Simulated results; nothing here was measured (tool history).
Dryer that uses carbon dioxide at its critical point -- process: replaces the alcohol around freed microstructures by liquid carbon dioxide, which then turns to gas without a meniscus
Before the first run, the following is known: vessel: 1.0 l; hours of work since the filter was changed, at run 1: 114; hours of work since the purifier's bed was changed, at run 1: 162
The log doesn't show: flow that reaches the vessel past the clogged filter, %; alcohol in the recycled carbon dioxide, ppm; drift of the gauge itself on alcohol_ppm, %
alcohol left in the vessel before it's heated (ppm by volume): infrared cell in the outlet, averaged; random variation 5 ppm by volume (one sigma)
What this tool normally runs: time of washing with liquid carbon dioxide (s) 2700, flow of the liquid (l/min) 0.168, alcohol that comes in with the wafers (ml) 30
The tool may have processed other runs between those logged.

| run | hour | time of washing with liquid carbon dioxide (s) | flow of the liquid (l/min) | alcohol that comes in with the wafers (ml) | hours of work since the filter was changed | hours of work since the purifier's bed was changed | alcohol left in the vessel before it's heated (ppm by volume) |
|---|---|---|---|---|---|---|---|
| 1 | 0 | 2700 | 0.168 | 30 | 114 | 162 | 66 |
| 2 | 45.5 | 2700 | 0.168 | 30 | 150 | 198 | 70 |
| 3 | 75 | 2700 | 0.168 | 30 | 173 | 221 | 85 |
| 4 | 98.3 | 2340 | 0.168 | 30 | 192 | 240 | 151 |
| 5 | 134.7 | 2340 | 0.168 | 30 | 220 | 269 | 154 |
| 6 | 170 | 2340 | 0.168 | 30 | 248 | 297 | 162 |
| 7 | 210.4 | 2340 | 0.168 | 30 | 280 | 329 | 179 |
| 8 | 239.1 | 2340 | 0.168 | 30 | 303 | 351 | 182 |
| 9 | 282.9 | 2700 | 0.168 | 87 | 338 | 386 | 243 |
| 10 | 316.2 | 3900 | 0.168 | 30 | 364 | 412 | 44 |
|  | 331 | inlet filter changed |
| 11 | 343.9 | 2700 | 0.168 | 30 | 10 | 434 | 81 |
| 12 | 371.9 | 2700 | 0.168 | 39 | 32 | 456 | 94 |
| 13 | 395.9 | 2700 | 0.107 | 30 | 51 | 475 | 477 |
| 14 | 429.9 | 1860 | 0.107 | 30 | 78 | 502 | 1694 |
| 15 | 464.9 | 1860 | 0.107 | 30 | 106 | 530 | 1753 |
| 16 | 486.1 | 1860 | 0.107 | 30 | 123 | 546 | 1730 |
| 17 | 521.9 | 1860 | 0.107 | 30 | 151 | 575 | 1782 |
| 18 | 567.2 | 1860 | 0.107 | 30 | 187 | 611 | 1841 |
| 19 | 612.7 | 1860 | 0.107 | 30 | 223 | 647 | 1867 |
| 20 | 658.1 | 1860 | 0.107 | 30 | 259 | 683 | 1986 |
| 21 | 685.7 | 1860 | 0.107 | 33 | 281 | 705 | 2209 |
| 22 | 727.3 | 1860 | 0.107 | 33 | 314 | 738 | 2207 |
| 23 | 753.7 | 2760 | 0.107 | 33 | 335 | 758 | 643 |
| 24 | 802.8 | 2760 | 0.107 | 33 | 374 | 797 | 703 |
|  | 806.5 | inlet filter changed |
| 25 | 846.5 | 2700 | 0.207 | 24 | 32 | 831 | 82 |
| 26 | 886.1 | 2400 | 0.168 | 82 | 63 | 863 | 317 |
| 27 | 930.9 | 1920 | 0.129 | 70 | 99 | 898 | 2080 |

Run 28 comes next. What will it give?
| 28 | 958.5 | 2700 | 0.206 | 44 | 120 | 920 | ? |

For run 28 the tool returned alcohol left in the vessel before it's heated (ppm by volume) 104.
On a tool with no hidden condition, and with the same random variation, this run would have come out at alcohol left in the vessel before it's heated (ppm by volume) 21.
